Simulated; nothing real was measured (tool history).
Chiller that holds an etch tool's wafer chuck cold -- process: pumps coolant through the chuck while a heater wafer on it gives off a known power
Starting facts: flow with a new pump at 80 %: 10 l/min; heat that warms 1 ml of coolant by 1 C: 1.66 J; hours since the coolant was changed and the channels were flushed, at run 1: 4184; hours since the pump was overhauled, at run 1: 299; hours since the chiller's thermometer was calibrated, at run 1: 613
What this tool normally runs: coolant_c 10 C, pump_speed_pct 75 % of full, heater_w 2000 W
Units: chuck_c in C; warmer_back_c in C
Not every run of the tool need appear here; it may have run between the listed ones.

| run | hour | coolant_c | pump_speed_pct | heater_w | hours since the coolant was changed and the channels were flushed | hours since the pump was overhauled | hours since the chiller's thermometer was calibrated | chuck_c | warmer_back_c |
|---|---|---|---|---|---|---|---|---|---|
| 1 | 0.0 | 10 | 75 | 2000 | 4184 | 299 | 613 | 25.5 | 7.74 |
| 2 | 95.3 | 8 | 75 | 2000 | 4279 | 395 | 708 | 23.6 | 7.78 |
|  | 119.9 | coolant changed, channels flushed |
| 3 | 298.3 | 10 | 85 | 2000 | 178 | 592 | 905 | 24.2 | 6.72 |
| 4 | 504.0 | 10 | 85 | 2000 | 384 | 797 | 1111 | 24.3 | 6.67 |
| 5 | 658.7 | 10 | 90 | 2000 | 539 | 952 | 1266 | 23.7 | 6.31 |
| 6 | 830.0 | 10 | 90 | 2000 | 710 | 1123 | 1437 | 23.5 | 6.23 |
| 7 | 1019.6 | 10 | 90 | 2000 | 900 | 1313 | 1627 | 23.5 | 6.27 |
| 8 | 1216.6 | 10 | 90 | 2000 | 1097 | 1510 | 1824 | 23.6 | 6.21 |
| 9 | 1418.5 | 10 | 90 | 2000 | 1299 | 1712 | 2026 | 23.7 | 6.24 |
| 10 | 1530.8 | 10 | 90 | 2000 | 1411 | 1824 | 2138 | 23.7 | 6.23 |
| 11 | 1695.5 | 10 | 75 | 2000 | 1576 | 1989 | 2302 | 25.3 | 7.59 |
| 12 | 1808.4 | 10 | 75 | 2000 | 1688 | 2102 | 2415 | 25.5 | 7.64 |
| 13 | 1972.4 | 8 | 75 | 2000 | 1853 | 2266 | 2579 | 23.7 | 7.63 |
| 14 | 2081.0 | 10 | 75 | 2912 | 1961 | 2374 | 2688 | 32.6 | 11.18 |
| 15 | 2194.9 | 1 | 65 | 1538 | 2075 | 2488 | 2802 | 14.2 | 6.87 |
| 16 | 2300.3 | 12 | 93 | 1908 | 2180 | 2594 | 2907 | 24.7 | 5.61 |
| 17 | 2451.3 | 12 | 93 | 1704 | 2331 | 2745 | 3058 | 23.5 | 5.07 |
| 18 | 2652.1 | 13 | 63 | 1574 | 2532 | 2945 | 3259 | 26.9 | 7.24 |
| 19 | 2813.2 | 13 | 63 | 1574 | 2693 | 3107 | 3420 | 26.9 | 7.25 |
| 20 | 3013.4 | 10 | 75 | 1852 | 2894 | 3307 | 3620 | 24.2 | 6.93 |
| 21 | 3208.5 | 5 | 75 | 1798 | 3089 | 3502 | 3816 | 18.9 | 6.70 |
| 22 | 3315.3 | 12 | 100 | 2934 | 3195 | 3609 | 3922 | 30.5 | 7.96 |
|  | 3363.2 | chiller's thermometer calibrated |
| 23 | 3435.9 | 12 | 100 | 2934 | 3315 | 3728 | 73 | 30.5 | 7.94 |
| 24 | 3612.1 | 12 | 100 | 2934 | 3491 | 3904 | 249 | 30.4 | 8.00 |

Each row is a separate what-if for the run after 24, all from the same tool condition, not one after another. Results?
| A | 3808.2 | 14 | 62 | 1274 | 3687 | 4101 | 445 | ? | ? |
| B | 3808.2 | 10 | 72 | 2000 | 3687 | 4101 | 445 | ? | ? |
| C | 3808.2 | 10 | 88 | 2000 | 3687 | 4101 | 445 | ? | ? |
| D | 3808.2 | 14 | 63 | 2525 | 3687 | 4101 | 445 | ? | ? |
| E | 3808.2 | 4 | 75 | 1122 | 3687 | 4101 | 445 | ? | ? |

| run | chuck_c | warmer_back_c |
|---|---|---|
| A | 25.5 | 5.86 |
| B | 26.0 | 7.81 |
| C | 23.9 | 6.18 |
| D | 36.3 | 11.65 |
| E | 12.8 | 4.07 |
With the hidden condition removed and each run's random variation left untouched, the same runs would have given:
| run | chuck_c | warmer_back_c |
|---|---|---|
| A | 25.5 | 6.15 |
| B | 26.0 | 8.10 |
| C | 23.9 | 6.47 |
| D | 36.3 | 11.93 |
| E | 12.8 | 4.36 |
